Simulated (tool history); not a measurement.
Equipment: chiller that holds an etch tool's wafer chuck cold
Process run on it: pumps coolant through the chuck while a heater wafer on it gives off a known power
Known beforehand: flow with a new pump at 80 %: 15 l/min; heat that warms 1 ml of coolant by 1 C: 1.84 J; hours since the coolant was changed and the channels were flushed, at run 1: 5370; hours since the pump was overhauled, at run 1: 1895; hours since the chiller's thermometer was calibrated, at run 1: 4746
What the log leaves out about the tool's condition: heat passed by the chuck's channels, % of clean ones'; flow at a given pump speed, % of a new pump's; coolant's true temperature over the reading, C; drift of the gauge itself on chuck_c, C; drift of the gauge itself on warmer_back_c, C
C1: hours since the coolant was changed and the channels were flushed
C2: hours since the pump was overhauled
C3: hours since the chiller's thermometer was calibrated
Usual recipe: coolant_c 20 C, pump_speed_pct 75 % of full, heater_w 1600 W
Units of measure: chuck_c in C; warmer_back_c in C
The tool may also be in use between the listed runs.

run 1 hour=0 | coolant_c=20 pump_speed_pct=75 heater_w=1600 | C1=5370 C2=1895 C3=4746 | chuck_c=31.1 warmer_back_c=3.76
-- hour=67.5 coolant changed, channels flushed
run 2 hour=67.5 | coolant_c=20 pump_speed_pct=75 heater_w=1600 | C1=0 C2=1956 C3=4808 | chuck_c=31.1 warmer_back_c=3.72
run 3 hour=121.2 | coolant_c=20 pump_speed_pct=75 heater_w=1600 | C1=54 C2=2010 C3=4861 | chuck_c=30.9 warmer_back_c=3.72
run 4 hour=185.9 | coolant_c=12 pump_speed_pct=75 heater_w=1600 | C1=118 C2=2075 C3=4926 | chuck_c=22.9 warmer_back_c=3.78
run 5 hour=226.7 | coolant_c=20 pump_speed_pct=75 heater_w=1600 | C1=159 C2=2115 C3=4967 | chuck_c=31 warmer_back_c=3.75
run 6 hour=276 | coolant_c=20 pump_speed_pct=75 heater_w=1600 | C1=208 C2=2165 C3=5016 | chuck_c=30.9 warmer_back_c=3.74
run 7 hour=312.9 | coolant_c=20 pump_speed_pct=75 heater_w=1600 | C1=245 C2=2202 C3=5053 | chuck_c=31 warmer_back_c=3.73
run 8 hour=346.1 | coolant_c=20 pump_speed_pct=75 heater_w=1600 | C1=279 C2=2235 C3=5086 | chuck_c=31.1 warmer_back_c=3.76
run 9 hour=386.5 | coolant_c=20 pump_speed_pct=75 heater_w=1830 | C1=319 C2=2275 C3=5126 | chuck_c=32.7 warmer_back_c=4.27
run 10 hour=413.8 | coolant_c=20 pump_speed_pct=75 heater_w=1830 | C1=346 C2=2303 C3=5154 | chuck_c=32.6 warmer_back_c=4.26
run 11 hour=445.3 | coolant_c=20 pump_speed_pct=75 heater_w=1830 | C1=378 C2=2334 C3=5185 | chuck_c=32.6 warmer_back_c=4.27
run 12 hour=511.3 | coolant_c=20 pump_speed_pct=75 heater_w=1830 | C1=444 C2=2400 C3=5251 | chuck_c=32.7 warmer_back_c=4.27
run 13 hour=564.9 | coolant_c=20 pump_speed_pct=75 heater_w=1600 | C1=497 C2=2454 C3=5305 | chuck_c=31.1 warmer_back_c=3.73
run 14 hour=604.7 | coolant_c=20 pump_speed_pct=75 heater_w=1600 | C1=537 C2=2493 C3=5345 | chuck_c=31.2 warmer_back_c=3.75
run 15 hour=648.9 | coolant_c=20 pump_speed_pct=75 heater_w=1600 | C1=581 C2=2538 C3=5389 | chuck_c=31 warmer_back_c=3.75
run 16 hour=691.5 | coolant_c=20 pump_speed_pct=75 heater_w=1600 | C1=624 C2=2580 C3=5431 | chuck_c=31.2 warmer_back_c=3.74
run 17 hour=723.4 | coolant_c=20 pump_speed_pct=65 heater_w=1041 | C1=656 C2=2612 C3=5463 | chuck_c=28.2 warmer_back_c=2.87
run 18 hour=785.5 | coolant_c=27 pump_speed_pct=75 heater_w=933 | C1=718 C2=2674 C3=5526 | chuck_c=33.4 warmer_back_c=2.14
run 19 hour=818.7 | coolant_c=21 pump_speed_pct=80 heater_w=1436 | C1=751 C2=2708 C3=5559 | chuck_c=30.3 warmer_back_c=3.13
run 20 hour=857.1 | coolant_c=21 pump_speed_pct=80 heater_w=1436 | C1=790 C2=2746 C3=5597 | chuck_c=30.4 warmer_back_c=3.12
run 21 hour=901.3 | coolant_c=21 pump_speed_pct=80 heater_w=1436 | C1=834 C2=2790 C3=5641 | chuck_c=30.3 warmer_back_c=3.1
run 22 hour=931.9 | coolant_c=21 pump_speed_pct=73 heater_w=1436 | C1=864 C2=2821 C3=5672 | chuck_c=31.3 warmer_back_c=3.44
run 23 hour=967.7 | coolant_c=11 pump_speed_pct=99 heater_w=886 | C1=900 C2=2857 C3=5708 | chuck_c=15.8 warmer_back_c=1.5
run 24 hour=1026.5 | coolant_c=11 pump_speed_pct=99 heater_w=886 | C1=959 C2=2915 C3=5767 | chuck_c=15.8 warmer_back_c=1.51
run 25 hour=1075.3 | coolant_c=11 pump_speed_pct=99 heater_w=886 | C1=1008 C2=2964 C3=5815 | chuck_c=15.7 warmer_back_c=1.51
run 26 hour=1138.2 | coolant_c=13 pump_speed_pct=92 heater_w=1608 | C1=1071 C2=3027 C3=5878 | chuck_c=22.5 warmer_back_c=3
run 27 hour=1184.5 | coolant_c=13 pump_speed_pct=92 heater_w=1608 | C1=1117 C2=3073 C3=5925 | chuck_c=22.3 warmer_back_c=3
run 28 hour=1216.9 | coolant_c=22 pump_speed_pct=75 heater_w=1600 | C1=1149 C2=3106 C3=5957 | chuck_c=33 warmer_back_c=3.75
-- hour=1232.3 chiller's thermometer calibrated
run 29 hour=1247 | coolant_c=22 pump_speed_pct=75 heater_w=1600 | C1=1178 C2=3135 C3=15 | chuck_c=32.9 warmer_back_c=3.75
run 30 hour=1290.9 | coolant_c=15 pump_speed_pct=75 heater_w=1345 | C1=1222 C2=3179 C3=59 | chuck_c=24.3 warmer_back_c=3.13
run 31 hour=1346 | coolant_c=15 pump_speed_pct=75 heater_w=1345 | C1=1278 C2=3234 C3=114 | chuck_c=24.3 warmer_back_c=3.17
run 32 hour=1385.7 | coolant_c=20 pump_speed_pct=75 heater_w=1854 | C1=1317 C2=3274 C3=153 | chuck_c=32.7 warmer_back_c=4.33

Predict each of these 3 candidate next runs independently; none follows another, all start after run 32:
run A hour=1429.9 | coolant_c=20 pump_speed_pct=64 heater_w=1854 | C1=1361 C2=3318 C3=198 | chuck_c=? warmer_back_c=?
run B hour=1429.9 | coolant_c=19 pump_speed_pct=96 heater_w=1937 | C1=1361 C2=3318 C3=198 | chuck_c=? warmer_back_c=?
run C hour=1429.9 | coolant_c=11 pump_speed_pct=60 heater_w=1830 | C1=1361 C2=3318 C3=198 | chuck_c=? warmer_back_c=?

run=A chuck_c=34.4 warmer_back_c=5.17
run=B chuck_c=30 warmer_back_c=3.42
run=C chuck_c=26.2 warmer_back_c=5.52
The same runs, with their run-to-run variation unchanged, on a tool lacking any hidden condition would have given:
run=A chuck_c=34.4 warmer_back_c=5.17
run=B chuck_c=30 warmer_back_c=3.42
run=C chuck_c=26.2 warmer_back_c=5.51

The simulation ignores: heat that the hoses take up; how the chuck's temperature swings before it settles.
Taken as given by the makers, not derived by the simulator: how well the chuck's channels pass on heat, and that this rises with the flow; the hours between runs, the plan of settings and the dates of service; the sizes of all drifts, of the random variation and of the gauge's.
